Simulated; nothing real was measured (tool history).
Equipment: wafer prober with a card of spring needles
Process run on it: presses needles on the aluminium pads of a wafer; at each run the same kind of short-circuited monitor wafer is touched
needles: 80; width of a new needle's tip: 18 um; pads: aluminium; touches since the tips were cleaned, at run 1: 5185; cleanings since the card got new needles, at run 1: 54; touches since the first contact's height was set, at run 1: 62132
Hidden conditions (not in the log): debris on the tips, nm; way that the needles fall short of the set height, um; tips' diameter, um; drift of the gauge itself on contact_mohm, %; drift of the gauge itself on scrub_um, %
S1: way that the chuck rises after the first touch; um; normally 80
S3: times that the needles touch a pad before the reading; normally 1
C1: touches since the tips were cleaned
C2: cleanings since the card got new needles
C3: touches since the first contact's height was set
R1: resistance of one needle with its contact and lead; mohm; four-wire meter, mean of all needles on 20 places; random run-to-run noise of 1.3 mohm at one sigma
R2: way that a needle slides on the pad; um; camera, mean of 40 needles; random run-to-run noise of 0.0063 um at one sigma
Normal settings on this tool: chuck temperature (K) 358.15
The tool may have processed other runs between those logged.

Run 1, day 0.000: usual settings; C1 5185; C2 54; C3 62132. Result: R1 176 mohm, R2 9.933 um.
At day 0.392: tips cleaned on abrasive film.
At day 0.646: height of the first contact set anew.
At day 1.121: tips cleaned on abrasive film.
Run 2, day 1.538: usual settings but S3 2; C1 5101; C2 56; C3 10857. Result: R1 153 mohm, R2 9.890 um.
At day 1.875: tips cleaned on abrasive film.
Run 3, day 2.554: usual settings but S3 2; C1 8295; C2 57; C3 23229. Result: R1 154 mohm, R2 9.876 um.
At day 2.733: tips cleaned on abrasive film.
At day 3.521: tips cleaned on abrasive film.
Run 4, day 3.846: usual settings but S3 2; C1 3970; C2 59; C3 38909. Result: R1 152 mohm, R2 9.848 um.
At day 4.288: tips cleaned on abrasive film.
At day 5.104: tips cleaned on abrasive film.
Run 5, day 5.183: usual settings; C1 999; C2 61; C3 55182. Result: R1 139 mohm, R2 9.834 um.
At day 5.954: tips cleaned on abrasive film.
Run 6, day 6.225: usual settings but S1 97 um; C1 3331; C2 62; C3 67839. Result: R1 152 mohm, R2 11.942 um.
At day 6.408: height of the first contact set anew.
At day 6.708: tips cleaned on abrasive film.
Run 7, day 7.317: usual settings but S1 96 um; C1 7447; C2 63; C3 11083. Result: R1 161 mohm, R2 11.985 um.
At day 7.412: tips cleaned on abrasive film.
At day 8.208: tips cleaned on abrasive film.
At day 8.975: tips cleaned on abrasive film.
Run 8, day 9.288: usual settings but chuck temperature (K) 356.15; C1 3814; C2 66; C3 35022. Result: R1 170 mohm, R2 9.948 um.
At day 9.800: tips cleaned on abrasive film.
Run 9, day 10.358: usual settings but chuck temperature (K) 356.15; C1 6804; C2 67; C3 48036. Result: R1 181 mohm, R2 9.943 um.
At day 10.629: tips cleaned on abrasive film.
At day 11.046: height of the first contact set anew, once more.
Run 10, day 11.208: usual settings; C1 6951; C2 68; C3 2002. Result: R1 185 mohm, R2 10.001 um.
At day 11.338: tips cleaned on abrasive film.
At day 12.196: tips cleaned on abrasive film.
At day 12.938: tips cleaned on abrasive film.
Run 11, day 13.058: usual settings; C1 1503; C2 71; C3 24475. Result: R1 145 mohm, R2 9.959 um.
At day 13.712: tips cleaned on abrasive film.
At day 14.500: tips cleaned on abrasive film.
Run 12, day 14.808: usual settings but S3 2; C1 3758; C2 73; C3 45752. Result: R1 149 mohm, R2 9.936 um.
At day 15.246: tips cleaned on abrasive film.
Run 13, day 15.829: usual settings but S1 61 um; C1 7091; C2 74; C3 58157. Result: R1 237 mohm, R2 7.562 um.
At day 15.975: tips cleaned on abrasive film.
At day 16.833: tips cleaned on abrasive film.
At day 16.846: height of the first contact set anew.
At day 17.592: tips cleaned on abrasive film.
Run 14, day 17.854: usual settings; C1 3201; C2 77; C3 12275. Result: R1 164 mohm, R2 9.978 um.
At day 18.325: tips cleaned on abrasive film.
At day 19.092: tips cleaned on abrasive film.
Run 15, day 19.529: usual settings but S3 2; C1 5355; C2 79; C3 32651. Result: R1 147 mohm, R2 9.963 um.
At day 19.854: tips cleaned on abrasive film.
At day 20.621: tips cleaned on abrasive film.
Run 16, day 20.883: usual settings but S3 2; C1 3182; C2 81; C3 49090. Result: R1 141 mohm, R2 9.940 um.
At day 21.425: tips cleaned on abrasive film.
Run 17, day 21.942: usual settings but chuck temperature (K) 363.15; C1 6355; C2 82; C3 62004. Result: R1 184 mohm, R2 9.942 um.
At day 22.217: tips cleaned on abrasive film.
At day 22.612: height of the first contact set anew.
Run 18, day 22.833: usual settings but S1 75 um, chuck temperature (K) 309.15; C1 7361; C2 83; C3 2717. Result: R1 200 mohm, R2 9.364 um.
At day 22.946: tips cleaned on abrasive film.
At day 23.762: tips cleaned on abrasive film.
Run 19, day 23.762: usual settings but S1 86 um, chuck temperature (K) 385.15; C1 0; C2 85; C3 14002. Result: R1 119 mohm, R2 10.723 um.
At day 24.550: tips cleaned on abrasive film.
Run 20, day 24.662: usual settings but S1 70 um, chuck temperature (K) 385.15, S3 2; C1 1341; C2 86; C3 24916. Result: R1 140 mohm, R2 8.709 um.
At day 25.333: tips cleaned on abrasive film.
At day 26.067: tips cleaned on abrasive film.
Run 21, day 26.533: usual settings but S1 83 um, chuck temperature (K) 355.15, S3 3; C1 5725; C2 88; C3 47709. Result: R1 138 mohm, R2 10.324 um.
At day 26.812: tips cleaned on abrasive film.
At day 27.512: tips cleaned on abrasive film.
At day 28.342: tips cleaned on abrasive film.
At day 28.354: height of the first contact set anew.
Run 22, day 28.404: usual settings but S1 83 um, chuck temperature (K) 336.15, S3 3; C1 640; C2 91; C3 640. Result: R1 117 mohm, R2 10.366 um.
At day 29.054: tips cleaned on abrasive film.
At day 29.842: tips cleaned on abrasive film.
Run 23, day 29.875: usual settings but chuck temperature (K) 300.15; C1 445; C2 93; C3 18520. Result: R1 122 mohm, R2 9.964 um.
At day 30.579: tips cleaned on abrasive film.
At day 31.362: tips cleaned on abrasive film.
Run 24, day 31.554: usual settings but chuck temperature (K) 300.15; C1 2383; C2 95; C3 38944. Result: R1 159 mohm, R2 9.941 um.
At day 32.183: tips cleaned on abrasive film.
At day 32.988: tips cleaned on abrasive film.
Run 25, day 33.292: usual settings but S1 82 um, chuck temperature (K) 300.15; C1 3698; C2 97; C3 60053. Result: R1 170 mohm, R2 10.168 um.
At day 33.783: tips cleaned on abrasive film.
At day 34.138: height of the first contact set anew.
Run 26, day 34.212: usual settings but S1 86 um, chuck temperature (K) 300.15; C1 5086; C2 98; C3 943. Result: R1 169 mohm, R2 10.743 um.
At day 34.558: tips cleaned on abrasive film.
At day 35.312: tips cleaned on abrasive film.
Run 27, day 35.600: usual settings but S1 86 um, chuck temperature (K) 300.15; C1 3527; C2 100; C3 17810. Result: R1 162 mohm, R2 10.714 um.
At day 36.108: tips cleaned on abrasive film.
At day 36.933: tips cleaned on abrasive film.
Run 28, day 37.529: usual settings but S1 86 um, chuck temperature (K) 300.15; C1 7297; C2 102; C3 41290. Result: R1 179 mohm, R2 10.714 um.
At day 37.679: tips cleaned on abrasive film.
At day 38.375: tips cleaned on abrasive film.
Run 29, day 38.375: usual settings but S1 88 um, chuck temperature (K) 386.15; C1 0; C2 104; C3 51502. Result: R1 119 mohm, R2 10.929 um.
At day 39.179: tips cleaned on abrasive film.
At day 39.933: tips cleaned on abrasive film.
At day 39.946: height of the first contact set anew.
Run 30, day 40.146: usual settings but S1 82 um, chuck temperature (K) 319.15; C1 2440; C2 106; C3 2440. Result: R1 156 mohm, R2 10.248 um.
At day 40.758: tips cleaned on abrasive film.
At day 41.529: tips cleaned on abrasive film.
Run 31, day 41.908: usual settings but S1 82 um, chuck temperature (K) 319.15; C1 4599; C2 108; C3 23865. Result: R1 183 mohm, R2 10.223 um.

Forecast each of these 3 alternatives for the next run:
At day 42.350: tips cleaned on abrasive film.
Run A, day 42.996: usual settings but S1 63 um; C1 7867; C2 109; C3 37118. Result: R1 ?, R2 ?.
At day 42.350: tips cleaned on abrasive film.
Run B, day 42.996: usual settings but S1 65 um, chuck temperature (K) 346.15; C1 7867; C2 109; C3 37118. Result: R1 ?, R2 ?.
At day 42.350: tips cleaned on abrasive film.
Run C, day 42.996: usual settings but S1 76 um, chuck temperature (K) 306.15; C1 7867; C2 109; C3 37118. Result: R1 ?, R2 ?.

run   R1     R2
  A  237  7.826
  B  233  8.093
  C  202  9.482
What these runs would have given with no unlogged condition in the tool:
run   R1     R2
  A  113  7.857
  B  111  8.124
  C  106  9.512
